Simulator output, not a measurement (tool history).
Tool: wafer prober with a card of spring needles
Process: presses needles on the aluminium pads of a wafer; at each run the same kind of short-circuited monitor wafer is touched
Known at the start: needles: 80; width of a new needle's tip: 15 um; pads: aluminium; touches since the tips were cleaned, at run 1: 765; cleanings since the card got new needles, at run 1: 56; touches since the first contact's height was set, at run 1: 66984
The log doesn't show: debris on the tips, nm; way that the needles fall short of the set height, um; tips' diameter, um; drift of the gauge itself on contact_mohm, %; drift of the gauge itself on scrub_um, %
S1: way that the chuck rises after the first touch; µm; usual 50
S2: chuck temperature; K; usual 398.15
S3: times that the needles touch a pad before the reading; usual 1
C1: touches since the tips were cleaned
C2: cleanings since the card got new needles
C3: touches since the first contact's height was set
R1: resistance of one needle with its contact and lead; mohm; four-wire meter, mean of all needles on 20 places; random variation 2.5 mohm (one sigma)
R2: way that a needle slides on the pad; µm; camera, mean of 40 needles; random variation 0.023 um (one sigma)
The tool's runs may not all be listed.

{"run": 1, "hour": 0.0, "S1": 50, "S2": 398.15, "S3": 1, "C1": 765, "C2": 56, "C3": 66984, "R1": 294, "R2": 10.6}
{"hour": 8.8, "done": "tips cleaned on abrasive film"}
{"hour": 23.5, "done": "tips cleaned on abrasive film"}
{"hour": 38.1, "done": "tips cleaned on abrasive film"}
{"hour": 52.7, "done": "tips cleaned on abrasive film"}
{"run": 2, "hour": 60.1, "S1": 65, "S2": 398.15, "S3": 1, "C1": 1710, "C2": 60, "C3": 80716, "R1": 289, "R2": 13.7}
{"hour": 66.0, "done": "tips cleaned on abrasive film"}
{"hour": 80.1, "done": "tips cleaned on abrasive film"}
{"run": 3, "hour": 91.1, "S1": 65, "S2": 398.15, "S3": 1, "C1": 2529, "C2": 62, "C3": 87802, "R1": 292, "R2": 13.74}
{"hour": 94.2, "done": "tips cleaned on abrasive film"}
{"hour": 108.8, "done": "tips cleaned on abrasive film"}
{"hour": 123.4, "done": "tips cleaned on abrasive film"}
{"hour": 138.1, "done": "tips cleaned on abrasive film"}
{"run": 4, "hour": 142.7, "S1": 65, "S2": 398.15, "S3": 1, "C1": 1056, "C2": 66, "C3": 99559, "R1": 292, "R2": 13.7}
{"hour": 151.5, "done": "tips cleaned on abrasive film"}
{"hour": 166.1, "done": "tips cleaned on abrasive film"}
{"hour": 180.2, "done": "tips cleaned on abrasive film"}
{"hour": 189.2, "done": "height of the first contact set anew"}
{"hour": 195.0, "done": "tips cleaned on abrasive film"}
{"run": 5, "hour": 199.3, "S1": 50, "S2": 317.15, "S3": 1, "C1": 986, "C2": 70, "C3": 2295, "R1": 275, "R2": 10.75}
{"hour": 208.0, "done": "tips cleaned on abrasive film"}
{"hour": 222.4, "done": "tips cleaned on abrasive film"}
{"hour": 236.6, "done": "tips cleaned on abrasive film"}
{"run": 6, "hour": 237.0, "S1": 50, "S2": 317.15, "S3": 1, "C1": 90, "C2": 73, "C3": 10887, "R1": 267, "R2": 10.74}
{"hour": 248.7, "done": "tips cleaned on abrasive film"}
{"hour": 260.5, "done": "tips cleaned on abrasive film"}
{"hour": 274.8, "done": "tips cleaned on abrasive film"}
{"run": 7, "hour": 282.0, "S1": 50, "S2": 317.15, "S3": 1, "C1": 1655, "C2": 76, "C3": 21181, "R1": 284, "R2": 10.71}
{"hour": 287.7, "done": "tips cleaned on abrasive film"}
{"hour": 301.9, "done": "tips cleaned on abrasive film"}
{"hour": 316.6, "done": "tips cleaned on abrasive film"}
{"run": 8, "hour": 319.2, "S1": 50, "S2": 398.15, "S3": 1, "C1": 595, "C2": 79, "C3": 29650, "R1": 294, "R2": 10.68}
{"hour": 330.9, "done": "tips cleaned on abrasive film"}
{"hour": 345.4, "done": "tips cleaned on abrasive film"}
{"hour": 357.2, "done": "tips cleaned on abrasive film"}
{"hour": 368.9, "done": "tips cleaned on abrasive film"}
{"run": 9, "hour": 370.6, "S1": 50, "S2": 398.15, "S3": 1, "C1": 382, "C2": 83, "C3": 41374, "R1": 291, "R2": 10.59}
{"hour": 382.0, "done": "tips cleaned on abrasive film"}
{"hour": 393.7, "done": "tips cleaned on abrasive film"}
{"hour": 408.0, "done": "tips cleaned on abrasive film"}
{"run": 10, "hour": 409.7, "S1": 50, "S2": 398.15, "S3": 1, "C1": 399, "C2": 86, "C3": 50300, "R1": 289, "R2": 10.6}
{"hour": 421.4, "done": "tips cleaned on abrasive film"}
{"hour": 433.2, "done": "tips cleaned on abrasive film"}
{"run": 11, "hour": 436.2, "S1": 50, "S2": 398.15, "S3": 1, "C1": 705, "C2": 88, "C3": 56357, "R1": 294, "R2": 10.58}
{"hour": 445.1, "done": "tips cleaned on abrasive film"}
{"hour": 459.4, "done": "tips cleaned on abrasive film"}
{"hour": 473.6, "done": "tips cleaned on abrasive film"}
{"run": 12, "hour": 478.9, "S1": 50, "S2": 398.15, "S3": 1, "C1": 1213, "C2": 91, "C3": 66097, "R1": 295, "R2": 10.49}
{"hour": 487.7, "done": "tips cleaned on abrasive film"}
{"hour": 499.5, "done": "tips cleaned on abrasive film"}
{"hour": 514.1, "done": "tips cleaned on abrasive film"}
{"hour": 525.8, "done": "tips cleaned on abrasive film"}
{"run": 13, "hour": 534.6, "S1": 38, "S2": 398.15, "S3": 1, "C1": 2019, "C2": 95, "C3": 78818, "R1": 321, "R2": 7.91}
{"hour": 540.3, "done": "tips cleaned on abrasive film"}
{"hour": 552.0, "done": "tips cleaned on abrasive film"}
{"hour": 566.4, "done": "tips cleaned on abrasive film"}
{"hour": 580.8, "done": "tips cleaned on abrasive film"}
{"hour": 595.3, "done": "tips cleaned on abrasive film"}
{"run": 14, "hour": 596.2, "S1": 38, "S2": 398.15, "S3": 1, "C1": 198, "C2": 100, "C3": 92856, "R1": 295, "R2": 7.88}
{"hour": 607.9, "done": "tips cleaned on abrasive film"}
{"hour": 622.4, "done": "tips cleaned on abrasive film"}
{"run": 15, "hour": 628.7, "S1": 56, "S2": 398.15, "S3": 1, "C1": 1442, "C2": 102, "C3": 100277, "R1": 295, "R2": 11.73}
{"hour": 634.2, "done": "tips cleaned on abrasive film"}
{"hour": 648.8, "done": "tips cleaned on abrasive film"}
{"hour": 663.4, "done": "tips cleaned on abrasive film"}
{"hour": 671.5, "done": "height of the first contact set anew"}
{"hour": 677.4, "done": "tips cleaned on abrasive film"}
{"run": 16, "hour": 682.5, "S1": 44, "S2": 322.15, "S3": 1, "C1": 1179, "C2": 106, "C3": 2516, "R1": 280, "R2": 9.45}
{"hour": 690.9, "done": "tips cleaned on abrasive film"}
{"hour": 702.7, "done": "tips cleaned on abrasive film"}
{"hour": 714.4, "done": "tips cleaned on abrasive film"}
{"hour": 729.1, "done": "tips cleaned on abrasive film"}
{"run": 17, "hour": 736.8, "S1": 44, "S2": 309.15, "S3": 1, "C1": 1789, "C2": 110, "C3": 14913, "R1": 285, "R2": 9.4}
{"hour": 742.8, "done": "tips cleaned on abrasive film"}
{"hour": 757.4, "done": "tips cleaned on abrasive film"}
{"hour": 772.0, "done": "tips cleaned on abrasive film"}
{"hour": 786.5, "done": "tips cleaned on abrasive film"}
{"run": 18, "hour": 796.8, "S1": 44, "S2": 309.15, "S3": 1, "C1": 2377, "C2": 114, "C3": 28605, "R1": 290, "R2": 9.42}
{"hour": 799.4, "done": "tips cleaned on abrasive film"}
{"hour": 814.0, "done": "tips cleaned on abrasive film"}
{"hour": 828.5, "done": "tips cleaned on abrasive film"}
{"hour": 843.2, "done": "tips cleaned on abrasive film"}
{"run": 19, "hour": 854.4, "S1": 44, "S2": 309.15, "S3": 1, "C1": 2597, "C2": 118, "C3": 41769, "R1": 291, "R2": 9.34}
{"hour": 857.4, "done": "tips cleaned on abrasive film"}
{"hour": 869.2, "done": "tips cleaned on abrasive film"}
{"hour": 880.9, "done": "tips cleaned on abrasive film"}
{"run": 20, "hour": 883.6, "S1": 31, "S2": 398.15, "S3": 2, "C1": 622, "C2": 121, "C3": 48409, "R1": 306, "R2": 6.5}
{"hour": 895.3, "done": "tips cleaned on abrasive film"}
{"hour": 907.1, "done": "tips cleaned on abrasive film"}
{"hour": 921.7, "done": "tips cleaned on abrasive film"}
{"run": 21, "hour": 927.2, "S1": 31, "S2": 398.15, "S3": 2, "C1": 1252, "C2": 124, "C3": 58352, "R1": 311, "R2": 6.43}
{"hour": 936.0, "done": "tips cleaned on abrasive film"}
{"hour": 950.2, "done": "tips cleaned on abrasive film"}
{"run": 22, "hour": 959.6, "S1": 47, "S2": 330.15, "S3": 1, "C1": 2163, "C2": 126, "C3": 65766, "R1": 287, "R2": 9.95}
{"hour": 962.6, "done": "tips cleaned on abrasive film"}
{"hour": 974.4, "done": "tips cleaned on abrasive film"}
{"hour": 989.0, "done": "tips cleaned on abrasive film"}
{"hour": 1000.8, "done": "tips cleaned on abrasive film"}
{"run": 23, "hour": 1003.2, "S1": 47, "S2": 330.15, "S3": 1, "C1": 555, "C2": 130, "C3": 75687, "R1": 277, "R2": 9.86}
{"hour": 1014.7, "done": "tips cleaned on abrasive film"}
{"hour": 1029.3, "done": "tips cleaned on abrasive film"}
{"hour": 1043.7, "done": "tips cleaned on abrasive film"}
{"hour": 1055.4, "done": "tips cleaned on abrasive film"}
{"run": 24, "hour": 1060.4, "S1": 47, "S2": 330.15, "S3": 1, "C1": 1154, "C2": 134, "C3": 88760, "R1": 288, "R2": 9.79}
{"hour": 1069.0, "done": "tips cleaned on abrasive film"}
{"hour": 1080.8, "done": "tips cleaned on abrasive film"}
{"hour": 1094.8, "done": "tips cleaned on abrasive film"}
{"hour": 1106.5, "done": "tips cleaned on abrasive film"}
{"run": 25, "hour": 1115.4, "S1": 47, "S2": 396.15, "S3": 1, "C1": 2046, "C2": 138, "C3": 101311, "R1": 309, "R2": 9.82}
{"hour": 1118.4, "done": "tips cleaned on abrasive film"}
{"hour": 1132.7, "done": "tips cleaned on abrasive film"}
{"hour": 1147.1, "done": "tips cleaned on abrasive film"}
{"hour": 1153.2, "done": "height of the first contact set anew"}
{"hour": 1161.7, "done": "tips cleaned on abrasive film"}
{"hour": 1173.4, "done": "tips cleaned on abrasive film"}
{"run": 26, "hour": 1173.8, "S1": 47, "S2": 396.15, "S3": 2, "C1": 82, "C2": 143, "C3": 4694, "R1": 285, "R2": 10.16}

3 ways to go on from here, each from the tool as it stands after run 26. What would each give?
{"hour": 1188.1, "done": "tips cleaned on abrasive film"}
{"hour": 1202.7, "done": "tips cleaned on abrasive film"}
{"run": "A", "hour": 1205.2, "S1": 50, "S2": 373.15, "S3": 1, "C1": 579, "C2": 145, "C3": 11878, "R1": "?", "R2": "?"}
{"hour": 1188.1, "done": "tips cleaned on abrasive film"}
{"hour": 1202.7, "done": "tips cleaned on abrasive film"}
{"run": "B", "hour": 1205.2, "S1": 41, "S2": 303.15, "S3": 1, "C1": 579, "C2": 145, "C3": 11878, "R1": "?", "R2": "?"}
{"hour": 1188.1, "done": "tips cleaned on abrasive film"}
{"hour": 1202.7, "done": "tips cleaned on abrasive film"}
{"run": "C", "hour": 1205.2, "S1": 50, "S2": 398.15, "S3": 2, "C1": 579, "C2": 145, "C3": 11878, "R1": "?", "R2": "?"}

run=A R1=288 R2=10.76
run=B R1=272 R2=8.83
run=C R1=288 R2=10.71
Without the tool's hidden state the same runs would have given:
run=A R1=277 R2=10.80
run=B R1=255 R2=8.87
run=C R1=281 R2=10.75
